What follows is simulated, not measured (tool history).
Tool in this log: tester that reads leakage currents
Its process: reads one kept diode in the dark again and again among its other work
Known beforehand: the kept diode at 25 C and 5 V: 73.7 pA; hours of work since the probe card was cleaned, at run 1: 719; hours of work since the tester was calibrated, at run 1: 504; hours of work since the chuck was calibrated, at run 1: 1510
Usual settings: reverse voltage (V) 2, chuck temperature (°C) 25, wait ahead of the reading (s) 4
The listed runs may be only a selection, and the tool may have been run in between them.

run	day	reverse voltage (V)	chuck temperature (°C)	wait ahead of the reading (s)	hours of work since the probe card was cleaned	hours of work since the tester was calibrated	hours of work since the chuck was calibrated	current that the tester gives (pA)
1	0	2	25	4	719	504	1510	49.14
2	3.229	2	25	4	754	539	1544	49.46
3	6.062	2	25	4	785	570	1575	49.81
4	8.679	2	25	4	813	598	1603	49.56
5	11.679	2	25	4	845	631	1636	49.65
6	13.967	2	25	4	870	655	1660	50.08
7	17.5	2	25	4	908	693	1699	50.36
8	21.329	2	25	3.2	950	735	1740	50.85
9	24.992	2	27	4	989	774	1780	58.64
10	28.208	2	27	4	1024	809	1814	58.56
11	31.096	2	25	4	1055	840	1845	51
12	33.338	2	25	4	1079	864	1870	51.24
13	35.992	2	25	4	1108	893	1898	51.37
14	38.342	2	25	4	1133	919	1924	51.5
15	42.083	2	25	4	1174	959	1964	51.89
16	44.462	2	25	4	1200	985	1990	51.72
17	46.358	2	25	4	1220	1005	2010	52.16
18	48.962	2	25	4	1248	1033	2038	52.56
19	51.346	2	25	4	1274	1059	2064	52.12
20	53.042	2	25	5.52	1292	1077	2083	52.61
# day 53.338: tester calibrated
21	55.996	2	25	0.99	1323	29	2114	52.44
22	58.788	2	24	4.43	1353	59	2144	48.98
# day 59.146: tester calibrated, once more
23	61.492	2	24	4.43	1382	25	2172	49.64
24	64.925	2	25	0.85	1419	62	2209	53.64
25	66.688	3.3	25	3.12	1438	81	2228	74
26	69.658	3.3	25	3.12	1470	114	2260	74.3
27	72.696	3.3	25	3.12	1503	146	2293	74.47
28	75.604	2.7	21	0.86	1534	178	2324	49.72
29	77.5	8.48	25	2.19	1555	198	2345	136.02
30	80.342	15.36	31	0.81	1585	229	2376	301.97
# day 81.317: probe card cleaned and baked
31	82.092	2	43	2.51	8	247	2393	186.78
# day 82.45: chuck's temperature calibrated
32	84.775	2	33	6.57	36	275	25	78.17
33	86.842	2	26	4	59	297	47	46.34
34	90.467	3.9	30	1.07	98	336	87	94.02
35	93.35	11.76	35	2.06	129	367	118	267.02
36	94.967	11.76	35	2.06	147	385	135	267.6
37	97.892	2.32	32	4	178	416	167	80.74
38	101.025	2.32	32	4	212	450	201	80.68
39	103.088	2.32	32	4	234	472	223	81.42

Predict each of these 4 candidate next runs independently; none follows another, all start after run 39:
A	106.342	4.56	25	4	269	508	258	?
B	106.342	7.7	42	3.26	269	508	258	?
C	106.342	1.1	22	1.33	269	508	258	?
D	106.342	11.08	39	2.63	269	508	258	?

run	current that the tester gives (pA)
A	72.49
B	341.29
C	24.32
D	346.04
Without the tool's unlogged condition, the same runs would have read:
run	current that the tester gives (pA)
A	70.07
B	334.92
C	23.64
D	338.41
